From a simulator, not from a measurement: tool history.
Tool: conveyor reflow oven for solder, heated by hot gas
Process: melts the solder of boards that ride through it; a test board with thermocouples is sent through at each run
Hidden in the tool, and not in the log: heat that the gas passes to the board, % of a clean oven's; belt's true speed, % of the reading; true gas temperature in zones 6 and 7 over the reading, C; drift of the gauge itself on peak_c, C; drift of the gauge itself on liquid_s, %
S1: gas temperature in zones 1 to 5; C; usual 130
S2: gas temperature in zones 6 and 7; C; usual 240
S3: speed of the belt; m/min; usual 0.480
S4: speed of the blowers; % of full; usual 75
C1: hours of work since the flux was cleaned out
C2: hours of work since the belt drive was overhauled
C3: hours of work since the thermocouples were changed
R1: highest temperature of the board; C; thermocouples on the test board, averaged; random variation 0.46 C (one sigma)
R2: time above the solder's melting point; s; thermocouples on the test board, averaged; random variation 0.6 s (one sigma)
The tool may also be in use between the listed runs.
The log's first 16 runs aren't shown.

run,hour,S1,S2,S3,S4,C1,C2,C3,R1,R2
# hour 216.5: belt drive overhauled, speed set with a stopwatch, once more
17,225.6,144,234,0.423,69,254,7,297,217.8,67.1
18,241.2,144,234,0.423,69,266,19,309,218.5,67.6
19,250.1,115,251,0.560,60,273,26,316,212.4,36.6
20,262.2,126,239,0.438,61,282,35,326,216.9,55.5
21,273.0,137,241,0.382,75,291,44,334,227.0,79.1
22,285.3,120,234,0.511,61,300,53,344,204.9,34.4
23,302.1,134,232,0.441,50,313,66,357,209.4,50.7
24,312.0,129,240,0.516,58,321,74,364,209.9,41.2
25,324.1,129,240,0.516,58,330,83,374,208.7,40.9
26,334.7,130,246,0.440,63,339,92,382,223.1,62.4
27,351.0,130,246,0.440,63,351,104,395,223.2,61.4
28,367.7,140,253,0.480,75,364,117,408,229.4,63.7
29,378.8,116,253,0.449,75,373,126,416,227.6,59.8
30,395.2,116,253,0.449,75,386,139,429,227.3,59.8
31,410.7,116,253,0.449,75,398,151,441,227.4,58.9

4 ways to go on from here, each from the tool as it stands after run 31. What would each give?
A,417.9,116,253,0.449,70,403,156,446,?,?
B,417.9,117,253,0.558,75,403,156,446,?,?
C,417.9,121,241,0.425,75,403,156,446,?,?
D,417.9,123,253,0.411,75,403,156,446,?,?

run,R1,R2
A,225.6,59.0
B,215.8,40.6
C,219.9,59.6
D,231.6,71.1
Without the tool's hidden state the same runs would have given:
run,R1,R2
A,231.6,63.0
B,222.9,45.5
C,225.1,64.1
D,236.9,74.2
